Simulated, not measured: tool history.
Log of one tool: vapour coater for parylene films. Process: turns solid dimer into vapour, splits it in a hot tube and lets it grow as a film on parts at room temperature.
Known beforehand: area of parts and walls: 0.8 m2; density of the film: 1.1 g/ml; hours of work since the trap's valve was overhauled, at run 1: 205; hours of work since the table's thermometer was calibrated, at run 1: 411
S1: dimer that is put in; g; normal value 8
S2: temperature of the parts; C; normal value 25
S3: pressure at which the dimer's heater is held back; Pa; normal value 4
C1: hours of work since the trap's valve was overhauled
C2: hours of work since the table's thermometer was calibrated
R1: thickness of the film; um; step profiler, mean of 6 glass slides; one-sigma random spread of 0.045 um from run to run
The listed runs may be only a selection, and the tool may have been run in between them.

run	day	S1	S2	S3	C1	C2	R1
1	0	8	25	4	205	411	5.21
2	1.288	8	25	4	228	434	5.23
3	2.471	5	25	4	250	456	3.22
# day 2.838: trap's valve overhauled
4	3.625	5	25	4	14	474	3.27
5	5.454	8	25	2.59	48	507	5.55
6	7.425	8	25	4	84	543	5.19
7	8.992	8	25	4	112	572	5.23
8	11.062	8	25	4	150	609	5.14
9	12.475	8	25	2.3	176	635	5.81
10	13.771	8	25	2.3	200	659	5.84
11	15.35	13	25	3.22	228	688	8.7
# day 16.917: trap's valve overhauled
12	17.246	8	34	7.86	6	719	3.15
13	18.95	11	32	3.77	37	750	5.31
14	20.525	13	25	4	66	779	8.48
15	22.625	13	25	4	104	817	8.41
16	24.442	3	19	2.15	137	851	2.86
17	25.4	3	30	3.97	155	868	1.53
18	27.262	8	20	2.39	189	902	7.1
19	29.133	6	32	9.45	223	936	2.47
# day 30.979: trap's valve overhauled
20	31.308	9	22	4	6	973	6.7

Consider 5 possible next runs. They are alternatives, not a sequence: every one starts from the tool as it was left by run 20. What does each give?
A	33.304	6	28	2.95	42	1009	?
B	33.304	5	21	9.73	42	1009	?
C	33.304	7	30	9.72	42	1009	?
D	33.304	4	24	5.15	42	1009	?
E	33.304	8	25	2.4	42	1009	?

run	R1
A	3.6
B	3.28
C	3.15
D	2.61
E	5.73
Had the tool no hidden state, the same runs would have come out as:
run	R1
A	3.59
B	3.27
C	3.14
D	2.6
E	5.71
